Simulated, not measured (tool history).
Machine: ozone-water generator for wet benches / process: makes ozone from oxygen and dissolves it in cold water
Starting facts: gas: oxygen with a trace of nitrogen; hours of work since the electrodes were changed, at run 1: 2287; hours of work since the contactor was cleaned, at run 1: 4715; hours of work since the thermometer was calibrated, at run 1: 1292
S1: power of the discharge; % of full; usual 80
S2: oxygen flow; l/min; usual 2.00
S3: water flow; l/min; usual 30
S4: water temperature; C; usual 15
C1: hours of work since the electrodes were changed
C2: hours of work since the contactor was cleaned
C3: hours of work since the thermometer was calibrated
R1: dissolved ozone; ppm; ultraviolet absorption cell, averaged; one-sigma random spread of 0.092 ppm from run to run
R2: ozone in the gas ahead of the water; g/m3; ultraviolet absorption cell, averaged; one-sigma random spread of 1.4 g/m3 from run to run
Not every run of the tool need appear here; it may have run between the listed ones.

run    hour  S1    S2  S3  S4    C1    C2    C3     R1     R2
  1     0.0  80  2.00  30  15  2287  4715  1292   7.86  260.0
  2   124.0  80  2.00  24  15  2381  4809  1386  10.63  260.9
  3   219.8  80  2.00  24  15  2454  4882  1459  10.81  257.7
  4   337.7  80  2.00  24  15  2544  4972  1549  10.78  258.9
  5   445.1  80  2.00  24  15  2626  5053  1631  10.54  257.8
  6   509.5  80  2.00  24  15  2675  5102  1680  10.57  258.8
  7   621.9  80  2.00  24  15  2760  5188  1765  10.67  259.5
  8   721.5  80  2.00  24  20  2836  5264  1841  10.41  259.0
  9   862.6  80  2.00  24  20  2943  5371  1948  10.14  260.8
 10   989.7  80  2.00  30  15  3040  5468  2045   8.00  255.7
 11  1100.8  80  2.00  30  15  3125  5552  2130   7.84  256.1
 12  1167.2  80  2.00  30  15  3175  5603  2180   7.89  257.0
 13  1279.6  80  1.15  30  15  3261  5688  2266   7.09  377.9
 14  1424.3  80  2.00  30  14  3371  5798  2376   7.79  255.5
 15  1567.4  80  2.00  30  15  3480  5907  2485   7.83  256.5
 16  1658.0  80  2.00  30  15  3549  5976  2553   7.85  255.8
 17  1791.8  80  2.00  35  17  3650  6078  2655   6.32  254.3
     1803.8  -- water thermometer calibrated
 18  1931.3  80  2.35  35  17  3756  6184    97   6.33  229.1
 19  2054.7  80  2.35  35  17  3850  6277   191   6.31  226.2
     2113.5  -- water thermometer calibrated, once more
 20  2190.6  80  2.35  35  17  3953  6381    59   6.17  228.6
 21  2259.3  80  2.35  35  17  4005  6433   111   6.28  226.2
 22  2323.6  57  2.35  35  13  4054  6482   160   5.53  190.4
 23  2423.2  43  2.00  34   7  4130  6557   236   4.99  185.7
 24  2518.5  61  1.05  19   7  4202  6630   308  11.17  347.8
 25  2632.1  93  2.00  38  15  4289  6716   395   5.83  268.0
 26  2750.9  45  3.48  26  10  4379  6807   485   7.51  130.1
 27  2852.8  65  2.00  30  15  4457  6884   562   6.84  227.6
 28  2929.7  80  2.00  29  15  4515  6943   621   7.67  251.4
 29  3056.2  80  1.55  29  15  4612  7039   717   7.50  299.8
 30  3156.5  80  1.55  29  15  4688  7115   794   7.65  298.6
 31  3222.5  51  1.55  18  20  4738  7166   844  10.93  238.0
 32  3288.8  80  1.12  30  19  4789  7216   894   6.56  373.7

Below are 3 alternative next runs, each starting from the tool's condition after run 32. Predict each:
  A  3358.1  80  1.12  30  14  4841  7269  947   ?   ?
  B  3358.1  80  2.00  43  15  4841  7269  947   ?   ?
  C  3358.1  98  1.51  30  16  4841  7269  947   ?   ?

run    R1     R2
  A  6.76  375.9
  B  4.53  250.1
  C  7.98  333.2
Without the tool's unlogged condition, the same runs would have read:
run    R1     R2
  A  7.83  409.1
  B  5.30  272.2
  C  9.32  365.7
